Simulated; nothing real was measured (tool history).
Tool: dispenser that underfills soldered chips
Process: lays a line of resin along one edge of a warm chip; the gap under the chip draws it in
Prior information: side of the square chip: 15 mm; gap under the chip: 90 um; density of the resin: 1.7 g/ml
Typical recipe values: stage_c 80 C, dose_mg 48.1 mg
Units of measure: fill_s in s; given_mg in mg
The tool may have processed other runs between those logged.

{"run": 1, "hour": 0.0, "stage_c": 80, "dose_mg": 48.1, "fill_s": 55.3, "given_mg": 47.32}
{"hour": 4.3, "done": "new syringe of resin"}
{"run": 2, "hour": 4.7, "stage_c": 78, "dose_mg": 48.1, "fill_s": 46.4, "given_mg": 47.37}
{"run": 3, "hour": 6.7, "stage_c": 78, "dose_mg": 48.1, "fill_s": 49.3, "given_mg": 47.06}
{"run": 4, "hour": 11.4, "stage_c": 90, "dose_mg": 48.1, "fill_s": 33.2, "given_mg": 46.96}
{"run": 5, "hour": 15.6, "stage_c": 70, "dose_mg": 48.1, "fill_s": 100.3, "given_mg": 47.06}
{"hour": 16.5, "done": "new syringe of resin"}
{"run": 6, "hour": 17.8, "stage_c": 70, "dose_mg": 48.1, "fill_s": 70.1, "given_mg": 47.12}
{"run": 7, "hour": 21.3, "stage_c": 70, "dose_mg": 48.1, "fill_s": 80.4, "given_mg": 47.05}
{"run": 8, "hour": 25.5, "stage_c": 80, "dose_mg": 48.1, "fill_s": 57.8, "given_mg": 47.06}
{"hour": 28.7, "done": "new syringe of resin"}
{"run": 9, "hour": 29.7, "stage_c": 80, "dose_mg": 48.1, "fill_s": 42.3, "given_mg": 46.95}
{"run": 10, "hour": 32.5, "stage_c": 70, "dose_mg": 48.1, "fill_s": 75.5, "given_mg": 46.77}
{"run": 11, "hour": 35.6, "stage_c": 70, "dose_mg": 48.1, "fill_s": 84.5, "given_mg": 47.04}
{"run": 12, "hour": 38.1, "stage_c": 70, "dose_mg": 48.1, "fill_s": 93.7, "given_mg": 46.86}
{"hour": 40.8, "done": "new syringe of resin"}
{"run": 13, "hour": 41.6, "stage_c": 70, "dose_mg": 48.1, "fill_s": 70.9, "given_mg": 46.72}
{"run": 14, "hour": 45.5, "stage_c": 70, "dose_mg": 48.1, "fill_s": 81.2, "given_mg": 46.83}
{"run": 15, "hour": 47.8, "stage_c": 70, "dose_mg": 48.1, "fill_s": 89, "given_mg": 46.82}
{"run": 16, "hour": 51.3, "stage_c": 72, "dose_mg": 48.1, "fill_s": 90.1, "given_mg": 46.74}
{"hour": 53.0, "done": "new syringe of resin"}
{"run": 17, "hour": 55.3, "stage_c": 72, "dose_mg": 48.1, "fill_s": 67.3, "given_mg": 46.41}
{"run": 18, "hour": 58.3, "stage_c": 80, "dose_mg": 48.1, "fill_s": 50.1, "given_mg": 46.64}
{"run": 19, "hour": 61.0, "stage_c": 80, "dose_mg": 48.1, "fill_s": 55.8, "given_mg": 46.58}
{"run": 20, "hour": 63.5, "stage_c": 80, "dose_mg": 48.1, "fill_s": 61.7, "given_mg": 46.32}
{"hour": 65.2, "done": "new syringe of resin"}
{"run": 21, "hour": 66.1, "stage_c": 80, "dose_mg": 48.1, "fill_s": 44.2, "given_mg": 46.46}

Predict the results of run 22:
{"run": 22, "hour": 69.2, "stage_c": 72, "dose_mg": 57.2, "fill_s": "?", "given_mg": "?"}

For run 22 the tool returned fill_s 69.1 s, given_mg 55.17 mg.
If the tool had no hidden condition, the same run with the same run-to-run variation would have returned fill_s 58 s, given_mg 57.2 mg.
